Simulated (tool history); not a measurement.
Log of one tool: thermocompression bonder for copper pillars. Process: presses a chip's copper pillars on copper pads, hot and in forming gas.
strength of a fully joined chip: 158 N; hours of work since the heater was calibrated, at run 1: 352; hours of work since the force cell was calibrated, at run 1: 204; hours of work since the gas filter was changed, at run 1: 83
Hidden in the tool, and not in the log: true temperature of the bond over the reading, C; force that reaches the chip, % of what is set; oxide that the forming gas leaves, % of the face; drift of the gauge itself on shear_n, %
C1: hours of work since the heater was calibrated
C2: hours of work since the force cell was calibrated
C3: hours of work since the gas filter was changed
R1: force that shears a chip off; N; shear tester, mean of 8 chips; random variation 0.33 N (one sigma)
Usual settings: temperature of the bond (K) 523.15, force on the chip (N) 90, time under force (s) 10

{"run": 1, "day": 0.0, "temperature of the bond (K)": 523.15, "force on the chip (N)": 90, "time under force (s)": 10, "C1": 352, "C2": 204, "C3": 83, "R1": 57.7}
{"run": 2, "day": 1.283, "temperature of the bond (K)": 523.15, "force on the chip (N)": 90, "time under force (s)": 10, "C1": 368, "C2": 220, "C3": 98, "R1": 57.3}
{"run": 3, "day": 2.708, "temperature of the bond (K)": 512.15, "force on the chip (N)": 90, "time under force (s)": 10, "C1": 386, "C2": 238, "C3": 116, "R1": 48.3}
{"run": 4, "day": 4.058, "temperature of the bond (K)": 512.15, "force on the chip (N)": 90, "time under force (s)": 10, "C1": 402, "C2": 255, "C3": 133, "R1": 49.1}
{"run": 5, "day": 4.975, "temperature of the bond (K)": 512.15, "force on the chip (N)": 90, "time under force (s)": 10, "C1": 414, "C2": 266, "C3": 144, "R1": 48.3}
{"run": 6, "day": 6.125, "temperature of the bond (K)": 553.15, "force on the chip (N)": 90, "time under force (s)": 10, "C1": 428, "C2": 280, "C3": 159, "R1": 81.3}
{"run": 7, "day": 6.925, "temperature of the bond (K)": 553.15, "force on the chip (N)": 90, "time under force (s)": 10, "C1": 438, "C2": 290, "C3": 168, "R1": 81.0}
{"run": 8, "day": 8.25, "temperature of the bond (K)": 553.15, "force on the chip (N)": 90, "time under force (s)": 10, "C1": 454, "C2": 307, "C3": 185, "R1": 81.4}
{"run": 9, "day": 9.308, "temperature of the bond (K)": 553.15, "force on the chip (N)": 90, "time under force (s)": 10, "C1": 468, "C2": 320, "C3": 198, "R1": 81.4}
{"run": 10, "day": 10.35, "temperature of the bond (K)": 553.15, "force on the chip (N)": 90, "time under force (s)": 10, "C1": 481, "C2": 333, "C3": 211, "R1": 80.7}
{"run": 11, "day": 11.533, "temperature of the bond (K)": 553.15, "force on the chip (N)": 90, "time under force (s)": 10, "C1": 495, "C2": 347, "C3": 226, "R1": 80.8}
{"run": 12, "day": 12.192, "temperature of the bond (K)": 523.15, "force on the chip (N)": 90, "time under force (s)": 10, "C1": 503, "C2": 356, "C3": 234, "R1": 56.6}
{"day": 12.838, "done": "forming gas filter changed"}
{"run": 13, "day": 13.179, "temperature of the bond (K)": 523.15, "force on the chip (N)": 90, "time under force (s)": 18, "C1": 515, "C2": 367, "C3": 4, "R1": 70.6}
{"run": 14, "day": 14.567, "temperature of the bond (K)": 523.15, "force on the chip (N)": 90, "time under force (s)": 18, "C1": 533, "C2": 385, "C3": 21, "R1": 70.9}
{"run": 15, "day": 15.517, "temperature of the bond (K)": 523.15, "force on the chip (N)": 90, "time under force (s)": 10, "C1": 544, "C2": 397, "C3": 33, "R1": 56.4}
{"run": 16, "day": 16.954, "temperature of the bond (K)": 523.15, "force on the chip (N)": 90, "time under force (s)": 10, "C1": 562, "C2": 414, "C3": 51, "R1": 56.3}
{"run": 17, "day": 17.658, "temperature of the bond (K)": 523.15, "force on the chip (N)": 90, "time under force (s)": 10, "C1": 571, "C2": 423, "C3": 60, "R1": 56.4}
{"run": 18, "day": 18.304, "temperature of the bond (K)": 523.15, "force on the chip (N)": 90, "time under force (s)": 10, "C1": 579, "C2": 431, "C3": 68, "R1": 55.4}
{"run": 19, "day": 19.596, "temperature of the bond (K)": 523.15, "force on the chip (N)": 90, "time under force (s)": 10, "C1": 595, "C2": 447, "C3": 84, "R1": 55.7}
{"run": 20, "day": 20.208, "temperature of the bond (K)": 523.15, "force on the chip (N)": 85, "time under force (s)": 10, "C1": 603, "C2": 455, "C3": 91, "R1": 54.6}
{"run": 21, "day": 20.996, "temperature of the bond (K)": 523.15, "force on the chip (N)": 85, "time under force (s)": 10, "C1": 612, "C2": 464, "C3": 101, "R1": 54.7}
{"run": 22, "day": 22.517, "temperature of the bond (K)": 534.15, "force on the chip (N)": 60, "time under force (s)": 22, "C1": 631, "C2": 483, "C3": 120, "R1": 69.5}
{"run": 23, "day": 23.362, "temperature of the bond (K)": 503.15, "force on the chip (N)": 90, "time under force (s)": 18, "C1": 642, "C2": 494, "C3": 131, "R1": 53.0}
{"run": 24, "day": 24.233, "temperature of the bond (K)": 523.15, "force on the chip (N)": 90, "time under force (s)": 7, "C1": 652, "C2": 505, "C3": 141, "R1": 48.4}
{"run": 25, "day": 25.375, "temperature of the bond (K)": 530.15, "force on the chip (N)": 123, "time under force (s)": 20, "C1": 667, "C2": 519, "C3": 156, "R1": 90.4}
{"run": 26, "day": 26.083, "temperature of the bond (K)": 530.15, "force on the chip (N)": 123, "time under force (s)": 20, "C1": 675, "C2": 528, "C3": 164, "R1": 91.5}
{"run": 27, "day": 27.183, "temperature of the bond (K)": 551.15, "force on the chip (N)": 115, "time under force (s)": 20, "C1": 689, "C2": 541, "C3": 178, "R1": 107.2}
{"day": 28.158, "done": "gauge calibrated"}
{"run": 28, "day": 28.538, "temperature of the bond (K)": 498.15, "force on the chip (N)": 55, "time under force (s)": 8, "C1": 706, "C2": 558, "C3": 195, "R1": 26.5}
{"run": 29, "day": 29.721, "temperature of the bond (K)": 543.15, "force on the chip (N)": 69, "time under force (s)": 5, "C1": 721, "C2": 573, "C3": 209, "R1": 48.1}
{"run": 30, "day": 30.904, "temperature of the bond (K)": 543.15, "force on the chip (N)": 69, "time under force (s)": 5, "C1": 735, "C2": 587, "C3": 224, "R1": 48.1}
{"run": 31, "day": 32.204, "temperature of the bond (K)": 497.15, "force on the chip (N)": 63, "time under force (s)": 10, "C1": 751, "C2": 604, "C3": 240, "R1": 30.8}
{"day": 32.329, "done": "forming gas filter changed"}
{"run": 32, "day": 33.704, "temperature of the bond (K)": 497.15, "force on the chip (N)": 63, "time under force (s)": 10, "C1": 770, "C2": 622, "C3": 17, "R1": 30.9}
{"run": 33, "day": 35.083, "temperature of the bond (K)": 498.15, "force on the chip (N)": 93, "time under force (s)": 10, "C1": 787, "C2": 639, "C3": 34, "R1": 40.0}
{"run": 34, "day": 35.975, "temperature of the bond (K)": 536.15, "force on the chip (N)": 90, "time under force (s)": 27, "C1": 798, "C2": 650, "C3": 45, "R1": 94.1}
{"run": 35, "day": 37.242, "temperature of the bond (K)": 536.15, "force on the chip (N)": 90, "time under force (s)": 27, "C1": 814, "C2": 666, "C3": 61, "R1": 94.3}
{"run": 36, "day": 38.45, "temperature of the bond (K)": 523.15, "force on the chip (N)": 79, "time under force (s)": 10, "C1": 829, "C2": 681, "C3": 76, "R1": 52.6}
{"run": 37, "day": 39.104, "temperature of the bond (K)": 523.15, "force on the chip (N)": 79, "time under force (s)": 10, "C1": 837, "C2": 689, "C3": 84, "R1": 52.0}
{"run": 38, "day": 39.971, "temperature of the bond (K)": 523.15, "force on the chip (N)": 79, "time under force (s)": 10, "C1": 847, "C2": 700, "C3": 95, "R1": 52.7}
{"run": 39, "day": 41.012, "temperature of the bond (K)": 527.15, "force on the chip (N)": 90, "time under force (s)": 19, "C1": 860, "C2": 713, "C3": 108, "R1": 75.5}
{"run": 40, "day": 42.512, "temperature of the bond (K)": 527.15, "force on the chip (N)": 85, "time under force (s)": 20, "C1": 879, "C2": 731, "C3": 126, "R1": 74.0}
{"run": 41, "day": 43.812, "temperature of the bond (K)": 507.15, "force on the chip (N)": 109, "time under force (s)": 12, "C1": 895, "C2": 747, "C3": 142, "R1": 53.5}

Some steps in R1 between neighbouring runs. How much of each would the tool show without its hidden state too (settings, what came in, random variation), and how much is left for the hidden state, with any gauge scatter that isn't in both results?
Run 24 -> 25: temperature of the bond (K) 523.15 -> 530.15, force on the chip (N) 90 -> 123, time under force (s) 7 -> 20. R1 +42.0 N: hidden state -1.3, all else +43.3.
Run 26 -> 27: temperature of the bond (K) 530.15 -> 551.15, force on the chip (N) 123 -> 115. R1 +15.7 N: hidden state -0.7, all else +16.4.
Run 27 -> 28: temperature of the bond (K) 551.15 -> 498.15, force on the chip (N) 115 -> 55, time under force (s) 20 -> 8, gauge calibrated. R1 -80.7 N: hidden state +3.2, all else -83.9.
Run 33 -> 34: temperature of the bond (K) 498.15 -> 536.15, force on the chip (N) 93 -> 90, time under force (s) 10 -> 27. R1 +54.1 N: hidden state -0.3, all else +54.4.
